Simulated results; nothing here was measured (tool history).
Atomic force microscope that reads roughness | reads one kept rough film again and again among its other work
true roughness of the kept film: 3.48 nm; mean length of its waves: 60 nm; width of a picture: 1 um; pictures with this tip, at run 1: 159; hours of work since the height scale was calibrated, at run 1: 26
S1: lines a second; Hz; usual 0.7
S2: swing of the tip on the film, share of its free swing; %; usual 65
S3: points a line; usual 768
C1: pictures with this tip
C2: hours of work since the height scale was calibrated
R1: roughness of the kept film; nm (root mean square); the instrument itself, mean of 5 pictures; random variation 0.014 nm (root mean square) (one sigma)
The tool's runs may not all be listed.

run,hour,S1,S2,S3,C1,C2,R1
1,0,0.7,65,768,159,26,3.229
2,21.2,0.7,65,768,190,37,3.205
# hour 48.9: new tip fitted
3,52.5,1.321,65,768,6,52,3.262
4,86.6,0.711,65,768,57,69,3.283
5,121.1,0.711,76,768,109,87,3.189
6,145.8,0.711,61,768,146,99,3.234
7,160.3,0.53,65,768,168,106,3.255
8,190.5,0.7,65,964,213,122,3.208
# hour 204.2: new tip fitted
9,216.9,0.516,65,768,19,135,3.301
10,244.6,0.516,65,768,60,149,3.285
11,259.6,0.516,65,768,83,156,3.284
12,286.4,0.516,65,768,123,170,3.247
13,311,0.516,65,768,160,182,3.241
14,344.2,0.97,65,294,210,199,3.177
# hour 358.6: new tip fitted
15,366.7,0.97,65,294,12,210,3.282
# hour 369.6: height scale calibrated on a step standard
16,385,0.7,65,624,38,8,3.309
17,404.7,1.903,65,282,67,18,3.154
18,434.5,1.903,65,282,112,33,3.131
19,470.3,1.931,69,743,166,51,3.09
# hour 488.4: height scale calibrated on a step standard, once more
20,503.8,0.941,69,393,215,8,3.162
# hour 515.9: new tip fitted
21,527.9,0.687,80,726,18,20,3.248
22,553.4,0.7,80,768,56,32,3.208
23,584.9,0.7,80,768,104,48,3.175
24,613.3,2.296,86,636,146,63,2.747

5 ways to go on from here, each from the tool as it stands after run 24. What would each give?
A,630.3,2.296,88,636,172,71,?
B,630.3,3.034,72,614,172,71,?
C,630.3,0.7,65,528,172,71,?
D,630.3,2.296,77,284,172,71,?
E,630.3,0.919,86,512,172,71,?

run,R1
A,2.69
B,2.913
C,3.2
D,2.905
E,3.051
Without the tool's hidden state the same runs would have given:
run,R1
A,2.772
B,3.002
C,3.298
D,2.994
E,3.145
